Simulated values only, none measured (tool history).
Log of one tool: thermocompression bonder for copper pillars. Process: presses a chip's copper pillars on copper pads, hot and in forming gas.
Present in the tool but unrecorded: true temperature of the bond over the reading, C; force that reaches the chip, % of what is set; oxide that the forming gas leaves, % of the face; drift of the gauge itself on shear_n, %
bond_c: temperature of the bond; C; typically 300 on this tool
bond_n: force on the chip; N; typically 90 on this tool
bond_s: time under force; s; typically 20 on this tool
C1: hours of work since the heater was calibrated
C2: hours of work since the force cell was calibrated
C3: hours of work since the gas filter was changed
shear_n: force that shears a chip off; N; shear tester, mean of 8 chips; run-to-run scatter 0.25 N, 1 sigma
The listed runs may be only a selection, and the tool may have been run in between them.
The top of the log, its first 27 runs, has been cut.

run 28 day=7.233 | bond_c=315 bond_n=90 bond_s=50 | C1=148 C2=707 C3=49 | shear_n=95.1
run 29 day=7.417 | bond_c=281 bond_n=90 bond_s=13 | C1=151 C2=710 C3=52 | shear_n=46.0
run 30 day=7.675 | bond_c=308 bond_n=75 bond_s=13 | C1=155 C2=714 C3=56 | shear_n=52.5
run 31 day=7.958 | bond_c=308 bond_n=75 bond_s=10 | C1=159 C2=718 C3=60 | shear_n=47.9
run 32 day=8.254 | bond_c=300 bond_n=57 bond_s=20 | C1=163 C2=723 C3=64 | shear_n=45.2
run 33 day=8.429 | bond_c=291 bond_n=103 bond_s=20 | C1=166 C2=725 C3=67 | shear_n=66.2
run 34 day=8.608 | bond_c=291 bond_n=103 bond_s=20 | C1=169 C2=728 C3=70 | shear_n=66.5
run 35 day=8.938 | bond_c=291 bond_n=103 bond_s=20 | C1=174 C2=733 C3=75 | shear_n=66.6
run 36 day=9.275 | bond_c=322 bond_n=73 bond_s=55 | C1=179 C2=738 C3=80 | shear_n=91.6
run 37 day=9.642 | bond_c=303 bond_n=90 bond_s=57 | C1=184 C2=744 C3=85 | shear_n=91.5
-- day=9.867 gauge calibrated
run 38 day=9.867 | bond_c=274 bond_n=102 bond_s=58 | C1=188 C2=747 C3=89 | shear_n=76.3
run 39 day=10.167 | bond_c=275 bond_n=56 bond_s=28 | C1=192 C2=752 C3=93 | shear_n=36.8

Below are 5 alternative next runs, each starting from the tool's condition after run 39. Predict each:
run A day=10.388 | bond_c=312 bond_n=120 bond_s=28 | C1=196 C2=755 C3=97 | shear_n=?
run B day=10.388 | bond_c=291 bond_n=125 bond_s=58 | C1=196 C2=755 C3=97 | shear_n=?
run C day=10.388 | bond_c=278 bond_n=56 bond_s=28 | C1=196 C2=755 C3=97 | shear_n=?
run D day=10.388 | bond_c=318 bond_n=78 bond_s=10 | C1=196 C2=755 C3=97 | shear_n=?
run E day=10.388 | bond_c=276 bond_n=56 bond_s=19 | C1=196 C2=755 C3=97 | shear_n=?

run=A shear_n=93.5
run=B shear_n=97.3
run=C shear_n=38.2
run=D shear_n=53.9
run=E shear_n=31.2
Without the tool's hidden state the same runs would have given:
run=A shear_n=93.5
run=B shear_n=97.2
run=C shear_n=38.2
run=D shear_n=53.9
run=E shear_n=31.2
